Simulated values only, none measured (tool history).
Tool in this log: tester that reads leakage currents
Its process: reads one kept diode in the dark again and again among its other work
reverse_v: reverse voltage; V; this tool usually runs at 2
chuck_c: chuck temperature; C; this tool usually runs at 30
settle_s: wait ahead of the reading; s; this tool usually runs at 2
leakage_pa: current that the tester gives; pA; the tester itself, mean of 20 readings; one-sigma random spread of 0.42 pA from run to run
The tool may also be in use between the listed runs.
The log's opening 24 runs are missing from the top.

run      day  reverse_v  chuck_c  settle_s  leakage_pa
 25  123.738          2       32      0.36      161.89
 26  126.958          2       32      0.36      161.94
 27  130.954       1.84       51      3.73      562.35
 28  134.162       4.25       30      1.84      189.11
 29  137.833       4.25       30      1.84       189.4
 30   143.25      14.57       21      2.14      158.78
 31  148.462          2       47      1.34      447.89
     151.733  -- tester calibrated
 32  153.258       1.11       38       6.1      194.76
 33  158.092          2       20         2       66.07
 34  163.917          2       20         2       66.37
     168.483  -- chuck's temperature calibrated
 35  170.862      16.86       34         2      439.16
 36  177.158      16.86       34         2      440.79
 37   181.65        4.1       29      0.46      175.32
 38  188.692        4.1       29      0.81      174.71
 39  193.821        4.1       29      0.81      174.95
 40  198.538       6.16       30         2      220.68

Each row is a separate what-if for the run after 40, all from the same tool condition, not one after another. Results?
  A  204.1          2       23       0.8           ?
  B  204.1       1.61       43       3.3           ?
  C  204.1       6.16       30      0.45           ?

run  leakage_pa
  A       83.36
  B      317.58
  C       220.6
Take away the tool's hidden state, keep each run's random variation, and the runs would have read:
run  leakage_pa
  A        83.4
  B      317.82
  C      220.68

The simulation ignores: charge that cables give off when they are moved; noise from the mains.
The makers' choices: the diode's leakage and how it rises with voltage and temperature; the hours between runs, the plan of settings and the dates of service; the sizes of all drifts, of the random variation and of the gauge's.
